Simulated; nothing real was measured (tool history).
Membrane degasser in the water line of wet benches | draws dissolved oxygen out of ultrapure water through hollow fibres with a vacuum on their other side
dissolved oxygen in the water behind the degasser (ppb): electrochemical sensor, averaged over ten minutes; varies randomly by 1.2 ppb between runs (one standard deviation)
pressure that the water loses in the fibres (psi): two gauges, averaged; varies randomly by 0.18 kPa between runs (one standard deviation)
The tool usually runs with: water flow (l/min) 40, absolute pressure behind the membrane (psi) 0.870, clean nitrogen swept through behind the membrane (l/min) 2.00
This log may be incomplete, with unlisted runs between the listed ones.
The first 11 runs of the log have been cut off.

| run | hour | water flow (l/min) | absolute pressure behind the membrane (psi) | clean nitrogen swept through behind the membrane (l/min) | hours since the membrane was changed | hours since the vacuum gauge was calibrated | hours since the vacuum lines were made tight | dissolved oxygen in the water behind the degasser (ppb) | pressure that the water loses in the fibres (psi) |
|---|---|---|---|---|---|---|---|---|---|
| 12 | 317.5 | 40 | 0.870 | 2.00 | 672 | 7632 | 7935 | 123.1 | 4.615 |
| 13 | 356.9 | 40 | 0.870 | 2.00 | 711 | 7671 | 7974 | 125.6 | 4.660 |
| 14 | 381.8 | 40 | 0.870 | 2.00 | 736 | 7696 | 7999 | 126.2 | 4.637 |
| 15 | 424.7 | 40 | 0.870 | 2.00 | 779 | 7739 | 8042 | 124.2 | 4.608 |
| 16 | 447.9 | 40 | 1.079 | 2.00 | 802 | 7762 | 8065 | 187.5 | 4.621 |
| 17 | 482.4 | 40 | 1.079 | 2.00 | 837 | 7797 | 8099 | 189.9 | 4.641 |
| 18 | 520.0 | 33 | 0.854 | 1.33 | 875 | 7835 | 8137 | 144.7 | 3.836 |
| 19 | 562.8 | 33 | 0.854 | 1.33 | 917 | 7877 | 8180 | 144.7 | 3.796 |
| 20 | 601.5 | 43 | 0.970 | 1.82 | 956 | 7916 | 8219 | 180.2 | 4.999 |
| 21 | 622.2 | 40 | 0.551 | 3.73 | 977 | 7937 | 8239 | 18.0 | 4.564 |
| 22 | 662.9 | 40 | 0.551 | 2.25 | 1017 | 7977 | 8280 | 26.9 | 4.637 |
| 23 | 708.2 | 40 | 0.551 | 5.44 | 1063 | 8023 | 8325 | 13.8 | 4.606 |
| 24 | 727.7 | 32 | 0.940 | 3.40 | 1082 | 8042 | 8345 | 72.5 | 3.680 |
| 25 | 752.3 | 30 | 0.870 | 1.76 | 1107 | 8067 | 8369 | 107.2 | 3.459 |
| 26 | 782.2 | 42 | 0.992 | 4.80 | 1137 | 8097 | 8399 | 79.4 | 4.788 |
| 27 | 812.7 | 43 | 1.336 | 4.80 | 1167 | 8127 | 8430 | 129.7 | 4.920 |
| 28 | 838.0 | 43 | 1.336 | 4.80 | 1192 | 8152 | 8455 | 131.0 | 4.950 |
| 29 | 866.5 | 43 | 0.870 | 2.47 | 1221 | 8181 | 8484 | 113.5 | 4.952 |
| 30 | 906.2 | 48 | 0.870 | 4.64 | 1261 | 8221 | 8523 | 75.2 | 5.482 |
| 31 | 944.9 | 41 | 0.669 | 4.64 | 1299 | 8259 | 8562 | 32.2 | 4.724 |

What if the next run were any one of these 4? Each begins from the tool's condition after run 31:
| A | 976.3 | 47 | 0.870 | 1.31 | 1331 | 8291 | 8593 | ? | ? |
| B | 976.3 | 63 | 0.537 | 5.28 | 1331 | 8291 | 8593 | ? | ? |
| C | 976.3 | 40 | 0.870 | 2.00 | 1331 | 8291 | 8593 | ? | ? |
| D | 976.3 | 50 | 0.889 | 1.17 | 1331 | 8291 | 8593 | ? | ? |

| run | dissolved oxygen in the water behind the degasser (ppb) | pressure that the water loses in the fibres (psi) |
|---|---|---|
| A | 207.2 | 5.352 |
| B | 51.5 | 7.195 |
| C | 126.6 | 4.548 |
| D | 253.6 | 5.681 |
Take away the tool's hidden state, keep each run's random variation, and the runs would have read:
| run | dissolved oxygen in the water behind the degasser (ppb) | pressure that the water loses in the fibres (psi) |
|---|---|---|
| A | 206.9 | 5.493 |
| B | 51.3 | 7.384 |
| C | 126.4 | 4.669 |
| D | 253.2 | 5.832 |

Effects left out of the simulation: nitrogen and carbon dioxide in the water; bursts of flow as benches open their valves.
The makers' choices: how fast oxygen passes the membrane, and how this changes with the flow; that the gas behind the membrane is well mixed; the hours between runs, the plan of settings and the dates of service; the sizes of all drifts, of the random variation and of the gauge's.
